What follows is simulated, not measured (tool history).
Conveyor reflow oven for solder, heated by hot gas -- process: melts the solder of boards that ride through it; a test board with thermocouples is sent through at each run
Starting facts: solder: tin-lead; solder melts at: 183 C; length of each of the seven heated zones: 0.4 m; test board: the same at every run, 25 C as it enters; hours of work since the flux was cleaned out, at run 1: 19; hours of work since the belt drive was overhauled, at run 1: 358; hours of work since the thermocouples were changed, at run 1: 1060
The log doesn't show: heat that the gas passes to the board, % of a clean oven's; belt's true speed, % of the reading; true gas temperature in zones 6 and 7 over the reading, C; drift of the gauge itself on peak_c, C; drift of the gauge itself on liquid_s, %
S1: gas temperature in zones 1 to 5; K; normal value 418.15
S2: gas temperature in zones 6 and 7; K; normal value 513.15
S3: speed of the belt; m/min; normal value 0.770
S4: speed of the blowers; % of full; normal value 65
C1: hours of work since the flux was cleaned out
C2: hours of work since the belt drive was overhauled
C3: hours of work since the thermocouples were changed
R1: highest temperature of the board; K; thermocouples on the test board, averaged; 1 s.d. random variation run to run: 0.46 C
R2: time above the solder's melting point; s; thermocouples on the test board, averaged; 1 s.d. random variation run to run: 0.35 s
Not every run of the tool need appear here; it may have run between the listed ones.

run 1 hour=0.0 | S1=418.15 S2=513.15 S3=0.770 S4=65 | C1=19 C2=358 C3=1060 | R1=493.05 R2=49.9
run 2 hour=30.7 | S1=418.15 S2=513.15 S3=0.770 S4=65 | C1=33 C2=372 C3=1074 | R1=492.25 R2=51.0
run 3 hour=71.0 | S1=430.15 S2=513.15 S3=0.770 S4=65 | C1=51 C2=390 C3=1092 | R1=495.35 R2=56.0
run 4 hour=130.6 | S1=430.15 S2=513.15 S3=0.770 S4=65 | C1=79 C2=418 C3=1120 | R1=495.15 R2=55.6
run 5 hour=161.8 | S1=430.15 S2=513.15 S3=0.770 S4=65 | C1=93 C2=432 C3=1134 | R1=494.85 R2=56.6
run 6 hour=220.2 | S1=418.15 S2=513.15 S3=0.770 S4=65 | C1=120 C2=459 C3=1161 | R1=492.25 R2=50.4
run 7 hour=269.5 | S1=418.15 S2=513.15 S3=0.770 S4=65 | C1=143 C2=482 C3=1184 | R1=491.95 R2=49.6
run 8 hour=306.9 | S1=418.15 S2=513.15 S3=0.770 S4=65 | C1=160 C2=499 C3=1201 | R1=491.15 R2=49.9
run 9 hour=375.2 | S1=418.15 S2=513.15 S3=0.770 S4=65 | C1=191 C2=530 C3=1232 | R1=491.35 R2=49.0
-- hour=403.2 thermocouples of zones 6 and 7 changed
run 10 hour=443.5 | S1=418.15 S2=513.15 S3=0.770 S4=65 | C1=222 C2=561 C3=19 | R1=494.15 R2=51.5
run 11 hour=510.9 | S1=418.15 S2=513.15 S3=0.770 S4=65 | C1=253 C2=592 C3=50 | R1=493.85 R2=50.5
run 12 hour=567.9 | S1=418.15 S2=513.15 S3=0.770 S4=65 | C1=279 C2=618 C3=76 | R1=493.05 R2=50.2
run 13 hour=640.0 | S1=418.15 S2=513.15 S3=0.770 S4=65 | C1=312 C2=651 C3=109 | R1=493.35 R2=50.5
run 14 hour=703.2 | S1=418.15 S2=513.15 S3=0.770 S4=65 | C1=341 C2=680 C3=138 | R1=492.55 R2=49.5
-- hour=749.9 flux residue cleaned out of gas plates and filters
run 15 hour=759.0 | S1=418.15 S2=513.15 S3=0.770 S4=65 | C1=4 C2=704 C3=162 | R1=495.15 R2=51.9
run 16 hour=813.7 | S1=418.15 S2=513.15 S3=0.770 S4=65 | C1=29 C2=729 C3=187 | R1=495.15 R2=51.5
run 17 hour=869.6 | S1=418.15 S2=505.15 S3=0.918 S4=65 | C1=55 C2=755 C3=212 | R1=482.35 R2=34.9
run 18 hour=929.8 | S1=412.15 S2=520.15 S3=0.699 S4=54 | C1=83 C2=782 C3=240 | R1=498.05 R2=56.7
run 19 hour=961.0 | S1=407.15 S2=511.15 S3=0.662 S4=51 | C1=97 C2=797 C3=254 | R1=489.55 R2=53.0
run 20 hour=1008.6 | S1=418.15 S2=513.15 S3=0.907 S4=65 | C1=119 C2=819 C3=276 | R1=487.55 R2=39.5
run 21 hour=1059.7 | S1=418.15 S2=513.15 S3=0.774 S4=65 | C1=143 C2=842 C3=300 | R1=494.15 R2=51.1
run 22 hour=1105.0 | S1=422.15 S2=524.15 S3=0.770 S4=71 | C1=163 C2=863 C3=321 | R1=505.25 R2=59.1
run 23 hour=1167.3 | S1=418.15 S2=513.15 S3=0.895 S4=79 | C1=192 C2=892 C3=349 | R1=493.85 R2=43.7
run 24 hour=1196.6 | S1=410.15 S2=504.15 S3=0.894 S4=51 | C1=206 C2=905 C3=363 | R1=471.65 R2=23.1
run 25 hour=1261.3 | S1=410.15 S2=504.15 S3=0.803 S4=50 | C1=235 C2=935 C3=393 | R1=475.45 R2=31.3
run 26 hour=1307.8 | S1=410.15 S2=504.15 S3=0.803 S4=50 | C1=257 C2=956 C3=414 | R1=475.65 R2=30.8
-- hour=1317.2 belt drive overhauled, speed set with a stopwatch
run 27 hour=1380.5 | S1=410.15 S2=504.15 S3=0.803 S4=50 | C1=288 C2=29 C3=446 | R1=474.05 R2=28.8
run 28 hour=1417.5 | S1=418.15 S2=513.15 S3=0.770 S4=83 | C1=305 C2=46 C3=463 | R1=496.45 R2=53.0
run 29 hour=1489.2 | S1=418.15 S2=513.15 S3=0.770 S4=83 | C1=338 C2=79 C3=496 | R1=496.65 R2=52.0
-- hour=1545.8 flux residue cleaned out of gas plates and filters
run 30 hour=1562.8 | S1=418.15 S2=513.15 S3=0.770 S4=83 | C1=8 C2=111 C3=527 | R1=499.75 R2=53.6
run 31 hour=1634.7 | S1=418.15 S2=513.15 S3=0.829 S4=65 | C1=41 C2=144 C3=561 | R1=491.35 R2=45.0

Consider 3 possible next runs. They are alternatives, not a sequence: every one starts from the tool as it was left by run 31. What does each give?
run A hour=1693.8 | S1=418.15 S2=513.15 S3=0.714 S4=65 | C1=68 C2=171 C3=588 | R1=? R2=?
run B hour=1693.8 | S1=422.15 S2=509.15 S3=0.764 S4=65 | C1=68 C2=171 C3=588 | R1=? R2=?
run C hour=1693.8 | S1=418.15 S2=515.15 S3=0.762 S4=65 | C1=68 C2=171 C3=588 | R1=? R2=?

run=A R1=495.25 R2=56.0
run=B R1=490.85 R2=50.6
run=C R1=494.65 R2=51.6
With no hidden state in the tool, these same runs would have given:
run=A R1=497.45 R2=57.1
run=B R1=492.95 R2=51.8
run=C R1=496.75 R2=52.7
